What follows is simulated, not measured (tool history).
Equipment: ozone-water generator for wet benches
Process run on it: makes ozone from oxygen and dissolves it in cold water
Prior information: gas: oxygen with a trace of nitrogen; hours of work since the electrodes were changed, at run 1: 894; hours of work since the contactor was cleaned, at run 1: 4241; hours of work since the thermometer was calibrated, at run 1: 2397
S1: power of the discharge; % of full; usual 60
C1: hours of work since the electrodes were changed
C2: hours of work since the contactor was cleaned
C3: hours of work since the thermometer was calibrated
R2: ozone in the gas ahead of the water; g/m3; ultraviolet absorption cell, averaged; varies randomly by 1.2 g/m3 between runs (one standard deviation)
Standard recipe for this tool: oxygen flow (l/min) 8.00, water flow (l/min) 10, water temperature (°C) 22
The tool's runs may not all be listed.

{"run": 1, "hour": 0.0, "S1": 60, "oxygen flow (l/min)": 8.0, "water flow (l/min)": 10, "water temperature (°C)": 22, "C1": 894, "C2": 4241, "C3": 2397, "dissolved ozone (ppm)": 36.4, "R2": 216.9}
{"run": 2, "hour": 33.5, "S1": 60, "oxygen flow (l/min)": 8.0, "water flow (l/min)": 10, "water temperature (°C)": 22, "C1": 917, "C2": 4263, "C3": 2420, "dissolved ozone (ppm)": 36.0, "R2": 220.2}
{"run": 3, "hour": 47.2, "S1": 60, "oxygen flow (l/min)": 8.0, "water flow (l/min)": 10, "water temperature (°C)": 22, "C1": 926, "C2": 4273, "C3": 2429, "dissolved ozone (ppm)": 36.5, "R2": 216.8}
{"run": 4, "hour": 69.1, "S1": 60, "oxygen flow (l/min)": 8.0, "water flow (l/min)": 10, "water temperature (°C)": 22, "C1": 941, "C2": 4287, "C3": 2443, "dissolved ozone (ppm)": 36.4, "R2": 217.7}
{"run": 5, "hour": 85.1, "S1": 60, "oxygen flow (l/min)": 8.0, "water flow (l/min)": 10, "water temperature (°C)": 22, "C1": 952, "C2": 4298, "C3": 2454, "dissolved ozone (ppm)": 36.3, "R2": 219.3}
{"run": 6, "hour": 116.2, "S1": 60, "oxygen flow (l/min)": 8.0, "water flow (l/min)": 10, "water temperature (°C)": 22, "C1": 973, "C2": 4319, "C3": 2475, "dissolved ozone (ppm)": 36.3, "R2": 219.6}
{"run": 7, "hour": 150.2, "S1": 60, "oxygen flow (l/min)": 8.0, "water flow (l/min)": 10, "water temperature (°C)": 22, "C1": 995, "C2": 4342, "C3": 2498, "dissolved ozone (ppm)": 36.5, "R2": 219.1}
{"run": 8, "hour": 166.3, "S1": 60, "oxygen flow (l/min)": 8.0, "water flow (l/min)": 10, "water temperature (°C)": 22, "C1": 1006, "C2": 4353, "C3": 2509, "dissolved ozone (ppm)": 36.0, "R2": 220.0}
{"run": 9, "hour": 195.3, "S1": 60, "oxygen flow (l/min)": 8.0, "water flow (l/min)": 10, "water temperature (°C)": 22, "C1": 1026, "C2": 4372, "C3": 2528, "dissolved ozone (ppm)": 36.4, "R2": 217.8}
{"run": 10, "hour": 210.8, "S1": 60, "oxygen flow (l/min)": 8.0, "water flow (l/min)": 10, "water temperature (°C)": 22, "C1": 1036, "C2": 4383, "C3": 2539, "dissolved ozone (ppm)": 36.5, "R2": 222.0}
{"run": 11, "hour": 237.6, "S1": 60, "oxygen flow (l/min)": 8.0, "water flow (l/min)": 10, "water temperature (°C)": 22, "C1": 1054, "C2": 4401, "C3": 2557, "dissolved ozone (ppm)": 36.4, "R2": 220.2}
{"run": 12, "hour": 257.2, "S1": 60, "oxygen flow (l/min)": 8.0, "water flow (l/min)": 10, "water temperature (°C)": 22, "C1": 1067, "C2": 4414, "C3": 2570, "dissolved ozone (ppm)": 36.3, "R2": 221.1}
{"run": 13, "hour": 274.4, "S1": 60, "oxygen flow (l/min)": 8.0, "water flow (l/min)": 9, "water temperature (°C)": 27, "C1": 1079, "C2": 4425, "C3": 2582, "dissolved ozone (ppm)": 33.7, "R2": 221.4}
{"run": 14, "hour": 290.7, "S1": 60, "oxygen flow (l/min)": 4.62, "water flow (l/min)": 9, "water temperature (°C)": 16, "C1": 1090, "C2": 4436, "C3": 2592, "dissolved ozone (ppm)": 44.5, "R2": 269.1}
{"run": 15, "hour": 316.0, "S1": 60, "oxygen flow (l/min)": 8.0, "water flow (l/min)": 8, "water temperature (°C)": 15, "C1": 1107, "C2": 4453, "C3": 2609, "dissolved ozone (ppm)": 47.9, "R2": 221.3}
{"run": 16, "hour": 330.9, "S1": 60, "oxygen flow (l/min)": 8.0, "water flow (l/min)": 8, "water temperature (°C)": 15, "C1": 1117, "C2": 4463, "C3": 2619, "dissolved ozone (ppm)": 47.8, "R2": 219.8}
{"run": 17, "hour": 362.7, "S1": 60, "oxygen flow (l/min)": 8.0, "water flow (l/min)": 8, "water temperature (°C)": 15, "C1": 1138, "C2": 4485, "C3": 2641, "dissolved ozone (ppm)": 47.5, "R2": 221.1}
{"run": 18, "hour": 395.6, "S1": 66, "oxygen flow (l/min)": 8.89, "water flow (l/min)": 7, "water temperature (°C)": 28, "C1": 1160, "C2": 4507, "C3": 2663, "dissolved ozone (ppm)": 38.7, "R2": 231.2}
{"run": 19, "hour": 429.2, "S1": 60, "oxygen flow (l/min)": 7.54, "water flow (l/min)": 10, "water temperature (°C)": 22, "C1": 1183, "C2": 4529, "C3": 2686, "dissolved ozone (ppm)": 36.8, "R2": 227.3}
{"run": 20, "hour": 450.0, "S1": 60, "oxygen flow (l/min)": 7.54, "water flow (l/min)": 10, "water temperature (°C)": 22, "C1": 1197, "C2": 4543, "C3": 2700, "dissolved ozone (ppm)": 36.7, "R2": 223.7}
{"run": 21, "hour": 477.4, "S1": 60, "oxygen flow (l/min)": 7.54, "water flow (l/min)": 10, "water temperature (°C)": 22, "C1": 1215, "C2": 4562, "C3": 2718, "dissolved ozone (ppm)": 37.1, "R2": 226.0}
{"run": 22, "hour": 496.2, "S1": 60, "oxygen flow (l/min)": 7.54, "water flow (l/min)": 10, "water temperature (°C)": 22, "C1": 1228, "C2": 4575, "C3": 2731, "dissolved ozone (ppm)": 36.6, "R2": 226.5}
{"run": 23, "hour": 527.7, "S1": 60, "oxygen flow (l/min)": 7.54, "water flow (l/min)": 10, "water temperature (°C)": 22, "C1": 1249, "C2": 4596, "C3": 2752, "dissolved ozone (ppm)": 36.3, "R2": 228.2}

Predict each of these 4 candidate next runs independently; none follows another, all start after run 23:
{"run": "A", "hour": 550.7, "S1": 53, "oxygen flow (l/min)": 10.8, "water flow (l/min)": 7, "water temperature (°C)": 22, "C1": 1265, "C2": 4611, "C3": 2767, "dissolved ozone (ppm)": "?", "R2": "?"}
{"run": "B", "hour": 550.7, "S1": 60, "oxygen flow (l/min)": 6.21, "water flow (l/min)": 10, "water temperature (°C)": 22, "C1": 1265, "C2": 4611, "C3": 2767, "dissolved ozone (ppm)": "?", "R2": "?"}
{"run": "C", "hour": 550.7, "S1": 55, "oxygen flow (l/min)": 8.0, "water flow (l/min)": 11, "water temperature (°C)": 22, "C1": 1265, "C2": 4611, "C3": 2767, "dissolved ozone (ppm)": "?", "R2": "?"}
{"run": "D", "hour": 550.7, "S1": 62, "oxygen flow (l/min)": 6.24, "water flow (l/min)": 10, "water temperature (°C)": 24, "C1": 1265, "C2": 4611, "C3": 2767, "dissolved ozone (ppm)": "?", "R2": "?"}

run=A dissolved_ozone_(ppm)=36.4 R2=178.7
run=B dissolved_ozone_(ppm)=37.1 R2=239.7
run=C dissolved_ozone_(ppm)=31.9 R2=206.1
run=D dissolved_ozone_(ppm)=36.3 R2=249.9
With no hidden state in the tool, these same runs would have given:
run=A dissolved_ozone_(ppm)=36.4 R2=175.3
run=B dissolved_ozone_(ppm)=37.1 R2=235.1
run=C dissolved_ozone_(ppm)=31.9 R2=202.2
run=D dissolved_ozone_(ppm)=36.3 R2=245.1

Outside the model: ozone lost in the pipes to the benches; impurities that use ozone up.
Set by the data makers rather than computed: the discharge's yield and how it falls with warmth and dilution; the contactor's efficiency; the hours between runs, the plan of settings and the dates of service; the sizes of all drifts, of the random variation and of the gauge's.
